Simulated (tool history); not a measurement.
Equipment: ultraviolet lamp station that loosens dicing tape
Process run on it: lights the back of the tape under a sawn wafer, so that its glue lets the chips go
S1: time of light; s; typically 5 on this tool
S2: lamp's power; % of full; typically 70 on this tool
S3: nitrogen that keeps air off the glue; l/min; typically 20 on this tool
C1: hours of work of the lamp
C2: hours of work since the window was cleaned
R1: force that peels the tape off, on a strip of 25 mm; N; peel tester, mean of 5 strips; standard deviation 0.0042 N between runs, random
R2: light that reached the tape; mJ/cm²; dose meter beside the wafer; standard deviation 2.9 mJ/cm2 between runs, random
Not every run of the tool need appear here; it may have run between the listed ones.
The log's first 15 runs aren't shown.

run    day  S1  S2  S3   C1   C2     R1   R2
 16  4.462   2  70  20  178  119  0.877  158
 17  4.758   5  70  20  181  122  0.271  391
 18  5.079   5  70  20  185  126  0.263  392
 19  5.475   5  70  20  190  131  0.266  391
 20  5.858   5  70  20  195  136  0.275  396
 21  6.117   5  70  20  198  139  0.271  387
     6.167  -- window cleaned of glue's vapour
 22  6.483   5  70  15  202    4  0.293  391
 23  6.692   5  67  15  205    6  0.302  371
     6.958  -- window cleaned of glue's vapour, once more
 24  7.025   5  67  15  208    1  0.299  380

The next listed run, before its measurement:
 25  7.346   5  67  15  212   5   ?   ?

Run 25 produced R1 0.304 N, R2 376 mJ/cm².
If the tool had no hidden condition, the same run with the same run-to-run variation would have returned R1 0.291 N, R2 391 mJ/cm².
